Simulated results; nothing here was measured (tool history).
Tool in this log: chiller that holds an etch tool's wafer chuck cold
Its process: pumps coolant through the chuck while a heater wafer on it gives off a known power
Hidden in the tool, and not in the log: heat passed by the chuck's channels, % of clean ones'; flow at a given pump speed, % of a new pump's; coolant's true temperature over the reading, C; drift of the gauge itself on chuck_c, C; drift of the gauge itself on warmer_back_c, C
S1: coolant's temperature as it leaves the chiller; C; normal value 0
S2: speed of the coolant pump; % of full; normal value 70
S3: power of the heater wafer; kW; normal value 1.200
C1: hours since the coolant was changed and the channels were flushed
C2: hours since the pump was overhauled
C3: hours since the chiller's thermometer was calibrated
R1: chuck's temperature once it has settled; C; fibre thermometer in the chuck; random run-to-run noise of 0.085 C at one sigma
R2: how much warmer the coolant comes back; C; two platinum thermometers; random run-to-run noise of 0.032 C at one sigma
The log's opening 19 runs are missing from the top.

run    hour  S1  S2     S3    C1    C2    C3     R1    R2
 20  2183.1  -2  76  0.847  2151   444   925   3.70  2.06
 21  2283.7   6  65  1.312  2251   544  1025  15.62  3.79
 22  2425.6   6  65  1.312  2393   686  1167  15.74  3.81
 23  2553.5   6  65  1.312  2521   814  1295  15.69  3.84
 24  2666.5   6  65  1.312  2634   927  1408  15.68  3.81
 25  2782.8   6  65  1.312  2750  1043  1524  15.89  3.82
     2807.0  -- gauge calibrated
 26  2856.9  -2  70  1.200  2825  1117  1598   6.09  3.21
 27  2985.4  -2  70  1.200  2953  1246  1727   6.02  3.27
 28  3126.0   0  70  1.321  3094  1386  1868   8.83  3.53
 29  3270.0   2  70  0.935  3238  1530  2012   8.41  2.50
 30  3360.1  -6  70  1.200  3328  1621  2102   2.01  3.20
 31  3503.1   8  70  0.674  3471  1764  2245  12.62  1.84
 32  3659.4  -6  61  1.200  3627  1920  2401   3.04  3.71

4 options for the next run, each taken on its own from the tool as it stands now. Forecast them:
  A  3762.2  -9  78  0.709  3730  2023  2504   ?   ?
  B  3762.2  -8  90  1.200  3730  2023  2504   ?   ?
  C  3762.2  -7  72  0.699  3730  2023  2504   ?   ?
  D  3762.2   3  70  1.201  3730  2023  2504   ?   ?

run     R1    R2
  A  -4.40  1.68
  B  -1.34  2.43
  C  -2.21  1.82
  D  11.18  3.29
The same runs, with their run-to-run variation unchanged, on a tool lacking any hidden condition would have given:
run     R1    R2
  A  -4.56  1.68
  B  -1.50  2.42
  C  -2.37  1.82
  D  11.02  3.29
